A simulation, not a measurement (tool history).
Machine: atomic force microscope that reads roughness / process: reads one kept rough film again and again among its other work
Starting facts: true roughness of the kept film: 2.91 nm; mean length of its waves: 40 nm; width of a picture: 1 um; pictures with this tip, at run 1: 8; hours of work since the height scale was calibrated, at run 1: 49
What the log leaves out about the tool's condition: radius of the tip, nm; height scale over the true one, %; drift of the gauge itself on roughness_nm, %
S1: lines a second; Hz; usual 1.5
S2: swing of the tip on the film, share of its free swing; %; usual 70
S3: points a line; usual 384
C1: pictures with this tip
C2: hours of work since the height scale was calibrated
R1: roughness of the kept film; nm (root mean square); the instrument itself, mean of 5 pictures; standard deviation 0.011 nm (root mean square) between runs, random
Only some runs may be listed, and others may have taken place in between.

{"run": 1, "hour": 0.0, "S1": 1.5, "S2": 70, "S3": 384, "C1": 8, "C2": 49, "R1": 2.705}
{"run": 2, "hour": 8.7, "S1": 1.5, "S2": 70, "S3": 384, "C1": 17, "C2": 53, "R1": 2.703}
{"run": 3, "hour": 20.7, "S1": 1.5, "S2": 59, "S3": 384, "C1": 31, "C2": 59, "R1": 2.716}
{"run": 4, "hour": 30.0, "S1": 1.5, "S2": 59, "S3": 384, "C1": 41, "C2": 63, "R1": 2.712}
{"run": 5, "hour": 39.6, "S1": 1.5, "S2": 70, "S3": 475, "C1": 52, "C2": 68, "R1": 2.68}
{"run": 6, "hour": 49.5, "S1": 1.5, "S2": 70, "S3": 416, "C1": 63, "C2": 72, "R1": 2.7}
{"run": 7, "hour": 59.9, "S1": 1.5, "S2": 70, "S3": 384, "C1": 75, "C2": 77, "R1": 2.704}
{"run": 8, "hour": 69.1, "S1": 1.5, "S2": 77, "S3": 384, "C1": 85, "C2": 82, "R1": 2.647}
{"run": 9, "hour": 76.9, "S1": 1.5, "S2": 77, "S3": 384, "C1": 94, "C2": 85, "R1": 2.659}
{"run": 10, "hour": 84.7, "S1": 1.5, "S2": 77, "S3": 384, "C1": 103, "C2": 89, "R1": 2.657}
{"run": 11, "hour": 98.2, "S1": 1.5, "S2": 77, "S3": 384, "C1": 118, "C2": 95, "R1": 2.682}
{"hour": 101.9, "done": "new tip fitted"}
{"run": 12, "hour": 108.4, "S1": 1.5, "S2": 77, "S3": 384, "C1": 8, "C2": 100, "R1": 2.672}
{"run": 13, "hour": 121.0, "S1": 1.5, "S2": 77, "S3": 384, "C1": 22, "C2": 106, "R1": 2.651}
{"run": 14, "hour": 130.6, "S1": 1.5, "S2": 77, "S3": 384, "C1": 33, "C2": 110, "R1": 2.675}
{"run": 15, "hour": 142.8, "S1": 2.17, "S2": 70, "S3": 384, "C1": 46, "C2": 116, "R1": 2.661}
{"run": 16, "hour": 154.8, "S1": 2.17, "S2": 70, "S3": 384, "C1": 60, "C2": 122, "R1": 2.668}
{"run": 17, "hour": 163.9, "S1": 2.17, "S2": 70, "S3": 384, "C1": 70, "C2": 126, "R1": 2.69}
{"run": 18, "hour": 176.0, "S1": 1.5, "S2": 70, "S3": 384, "C1": 83, "C2": 132, "R1": 2.683}
{"run": 19, "hour": 184.3, "S1": 1.5, "S2": 70, "S3": 384, "C1": 93, "C2": 136, "R1": 2.68}
{"run": 20, "hour": 191.1, "S1": 1.5, "S2": 70, "S3": 384, "C1": 100, "C2": 139, "R1": 2.687}
{"run": 21, "hour": 197.4, "S1": 1.5, "S2": 70, "S3": 384, "C1": 107, "C2": 142, "R1": 2.666}
{"hour": 210.3, "done": "new tip fitted"}
{"run": 22, "hour": 210.3, "S1": 1.16, "S2": 70, "S3": 384, "C1": 0, "C2": 148, "R1": 2.726}
{"run": 23, "hour": 221.7, "S1": 1.5, "S2": 70, "S3": 277, "C1": 13, "C2": 153, "R1": 2.67}
{"run": 24, "hour": 235.2, "S1": 3.78, "S2": 70, "S3": 384, "C1": 28, "C2": 160, "R1": 2.576}
{"run": 25, "hour": 244.0, "S1": 3.78, "S2": 70, "S3": 384, "C1": 38, "C2": 164, "R1": 2.611}
{"run": 26, "hour": 253.4, "S1": 3.78, "S2": 70, "S3": 384, "C1": 48, "C2": 168, "R1": 2.606}
{"run": 27, "hour": 261.0, "S1": 1.5, "S2": 70, "S3": 384, "C1": 57, "C2": 172, "R1": 2.701}
{"run": 28, "hour": 267.5, "S1": 2.54, "S2": 83, "S3": 825, "C1": 64, "C2": 175, "R1": 2.561}
{"run": 29, "hour": 276.8, "S1": 1.5, "S2": 67, "S3": 384, "C1": 75, "C2": 179, "R1": 2.701}
{"run": 30, "hour": 290.0, "S1": 1.5, "S2": 67, "S3": 384, "C1": 90, "C2": 186, "R1": 2.705}
{"run": 31, "hour": 297.1, "S1": 0.7, "S2": 62, "S3": 863, "C1": 97, "C2": 189, "R1": 2.736}
{"run": 32, "hour": 309.0, "S1": 1.5, "S2": 76, "S3": 340, "C1": 111, "C2": 195, "R1": 2.661}
{"hour": 318.2, "done": "new tip fitted"}
{"run": 33, "hour": 318.2, "S1": 2.98, "S2": 76, "S3": 842, "C1": 0, "C2": 199, "R1": 2.591}
{"run": 34, "hour": 330.3, "S1": 2.98, "S2": 76, "S3": 842, "C1": 13, "C2": 204, "R1": 2.58}
{"run": 35, "hour": 340.7, "S1": 1.5, "S2": 74, "S3": 554, "C1": 25, "C2": 209, "R1": 2.686}
{"run": 36, "hour": 347.2, "S1": 3.98, "S2": 74, "S3": 289, "C1": 32, "C2": 212, "R1": 2.542}
{"run": 37, "hour": 357.7, "S1": 3.92, "S2": 62, "S3": 294, "C1": 44, "C2": 217, "R1": 2.664}
{"run": 38, "hour": 367.4, "S1": 3.92, "S2": 62, "S3": 294, "C1": 55, "C2": 222, "R1": 2.649}
{"run": 39, "hour": 380.0, "S1": 2.8, "S2": 76, "S3": 443, "C1": 69, "C2": 228, "R1": 2.595}
{"run": 40, "hour": 393.0, "S1": 2.8, "S2": 76, "S3": 443, "C1": 83, "C2": 234, "R1": 2.6}
{"run": 41, "hour": 399.9, "S1": 2.8, "S2": 76, "S3": 443, "C1": 91, "C2": 237, "R1": 2.582}
{"run": 42, "hour": 406.1, "S1": 1.34, "S2": 70, "S3": 398, "C1": 98, "C2": 240, "R1": 2.703}
{"run": 43, "hour": 419.1, "S1": 0.76, "S2": 60, "S3": 261, "C1": 113, "C2": 246, "R1": 2.706}
{"hour": 427.2, "done": "new tip fitted"}
{"run": 44, "hour": 430.9, "S1": 1.93, "S2": 64, "S3": 354, "C1": 4, "C2": 252, "R1": 2.7}
{"run": 45, "hour": 441.1, "S1": 1.93, "S2": 64, "S3": 354, "C1": 16, "C2": 257, "R1": 2.727}
{"run": 46, "hour": 448.5, "S1": 1.93, "S2": 66, "S3": 622, "C1": 24, "C2": 260, "R1": 2.695}
{"run": 47, "hour": 455.6, "S1": 1.93, "S2": 66, "S3": 622, "C1": 32, "C2": 263, "R1": 2.682}
{"run": 48, "hour": 466.7, "S1": 1.93, "S2": 66, "S3": 622, "C1": 44, "C2": 269, "R1": 2.691}
{"run": 49, "hour": 474.2, "S1": 2.71, "S2": 64, "S3": 783, "C1": 53, "C2": 272, "R1": 2.7}
{"run": 50, "hour": 484.4, "S1": 3.59, "S2": 86, "S3": 283, "C1": 64, "C2": 277, "R1": 2.434}
{"run": 51, "hour": 491.1, "S1": 0.5, "S2": 59, "S3": 322, "C1": 72, "C2": 280, "R1": 2.728}
{"run": 52, "hour": 497.0, "S1": 1.5, "S2": 65, "S3": 969, "C1": 78, "C2": 283, "R1": 2.72}
{"run": 53, "hour": 509.0, "S1": 1.11, "S2": 70, "S3": 303, "C1": 92, "C2": 289, "R1": 2.685}
{"run": 54, "hour": 520.6, "S1": 1.11, "S2": 70, "S3": 303, "C1": 105, "C2": 294, "R1": 2.697}

Predict each of these 3 candidate next runs independently; none follows another, all start after run 54:
{"run": "A", "hour": 533.5, "S1": 2.22, "S2": 70, "S3": 358, "C1": 119, "C2": 300, "R1": "?"}
{"run": "B", "hour": 533.5, "S1": 0.98, "S2": 59, "S3": 795, "C1": 119, "C2": 300, "R1": "?"}
{"run": "C", "hour": 533.5, "S1": 1.5, "S2": 70, "S3": 388, "C1": 119, "C2": 300, "R1": "?"}

run=A R1=2.652
run=B R1=2.748
run=C R1=2.697
Stripped of hidden state, with their random variation kept, the same runs would have yielded:
run=A R1=2.661
run=B R1=2.758
run=C R1=2.706
